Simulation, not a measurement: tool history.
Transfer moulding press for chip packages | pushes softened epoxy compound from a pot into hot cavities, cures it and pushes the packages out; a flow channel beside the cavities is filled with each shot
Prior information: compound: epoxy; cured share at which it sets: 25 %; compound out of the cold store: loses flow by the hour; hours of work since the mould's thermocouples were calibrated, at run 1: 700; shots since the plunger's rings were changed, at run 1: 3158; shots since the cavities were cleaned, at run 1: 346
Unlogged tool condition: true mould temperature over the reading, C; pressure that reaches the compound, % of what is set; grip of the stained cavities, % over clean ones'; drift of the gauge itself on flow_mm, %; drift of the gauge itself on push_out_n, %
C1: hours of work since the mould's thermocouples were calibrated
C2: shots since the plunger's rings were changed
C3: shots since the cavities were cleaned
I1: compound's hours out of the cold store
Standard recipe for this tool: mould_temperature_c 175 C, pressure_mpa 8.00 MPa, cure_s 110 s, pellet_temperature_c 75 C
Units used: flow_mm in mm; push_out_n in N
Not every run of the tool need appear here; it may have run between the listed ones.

Run 1, day 0.000: usual settings; C1 700; C2 3158; C3 346; I1 39.1. Result: flow_mm 615 mm, push_out_n 272 N.
Run 2, day 1.925: usual settings but cure_s 120 s; C1 725; C2 3600; C3 788; I1 11.7. Result: flow_mm 765 mm, push_out_n 322 N.
At day 2.100: cavities cleaned with cleaning compound and waxed.
Run 3, day 3.533: usual settings; C1 746; C2 3954; C3 329; I1 23.0. Result: flow_mm 698 mm, push_out_n 255 N.
Run 4, day 4.396: usual settings; C1 758; C2 4153; C3 528; I1 12.3. Result: flow_mm 755 mm, push_out_n 276 N.
Run 5, day 5.246: usual settings but pellet_temperature_c 71 C; C1 769; C2 4348; C3 723; I1 34.2. Result: flow_mm 639 mm, push_out_n 314 N.
At day 5.712: cavities cleaned with cleaning compound and waxed.
Run 6, day 6.912: usual settings but pellet_temperature_c 71 C; C1 790; C2 4716; C3 275; I1 41.2. Result: flow_mm 597 mm, push_out_n 248 N.
Run 7, day 7.754: usual settings but mould_temperature_c 176 C, pressure_mpa 8.15 MPa, cure_s 117 s, pellet_temperature_c 73 C; C1 802; C2 4910; C3 469; I1 39.6. Result: flow_mm 617 mm, push_out_n 268 N.
At day 9.388: cavities cleaned with cleaning compound and waxed.
Run 8, day 9.538: usual settings but mould_temperature_c 176 C, pressure_mpa 8.15 MPa, cure_s 117 s, pellet_temperature_c 73 C; C1 825; C2 5305; C3 35; I1 16.1. Result: flow_mm 712 mm, push_out_n 192 N.
At day 10.804: mould's thermocouples calibrated.
Run 9, day 11.229: usual settings but mould_temperature_c 176 C, pressure_mpa 8.15 MPa, cure_s 117 s, pellet_temperature_c 73 C; C1 6; C2 5674; C3 404; I1 12.0. Result: flow_mm 735 mm, push_out_n 249 N.
At day 11.612: plunger's sealing rings changed.
Run 10, day 13.029: usual settings but mould_temperature_c 176 C, pressure_mpa 8.15 MPa, cure_s 117 s, pellet_temperature_c 73 C; C1 28; C2 326; C3 794; I1 47.1. Result: flow_mm 626 mm, push_out_n 304 N.
At day 13.262: cavities cleaned with cleaning compound and waxed.
Run 11, day 14.688: usual settings but mould_temperature_c 176 C, pressure_mpa 8.15 MPa, cure_s 117 s, pellet_temperature_c 73 C; C1 50; C2 692; C3 327; I1 37.3. Result: flow_mm 657 mm, push_out_n 243 N.

3 options for the next run, each taken on its own from the tool as it stands now. Forecast them:
Run A, day 16.288: usual settings but pressure_mpa 9.11 MPa, cure_s 119 s; C1 71; C2 1059; C3 694; I1 11.0. Result: flow_mm ?, push_out_n ?.
Run B, day 16.288: usual settings but mould_temperature_c 180 C, pressure_mpa 8.15 MPa, cure_s 117 s, pellet_temperature_c 68 C; C1 71; C2 1059; C3 694; I1 34.0. Result: flow_mm ?, push_out_n ?.
Run C, day 16.288: usual settings but mould_temperature_c 174 C, pressure_mpa 8.15 MPa, cure_s 150 s, pellet_temperature_c 83 C; C1 71; C2 1059; C3 694; I1 21.5. Result: flow_mm ?, push_out_n ?.

run  flow_mm  push_out_n
  A      851         300
  B      662         284
  C      747         288
Without the tool's unlogged condition, the same runs would have read:
run  flow_mm  push_out_n
  A      864         173
  B      673         166
  C      759         169
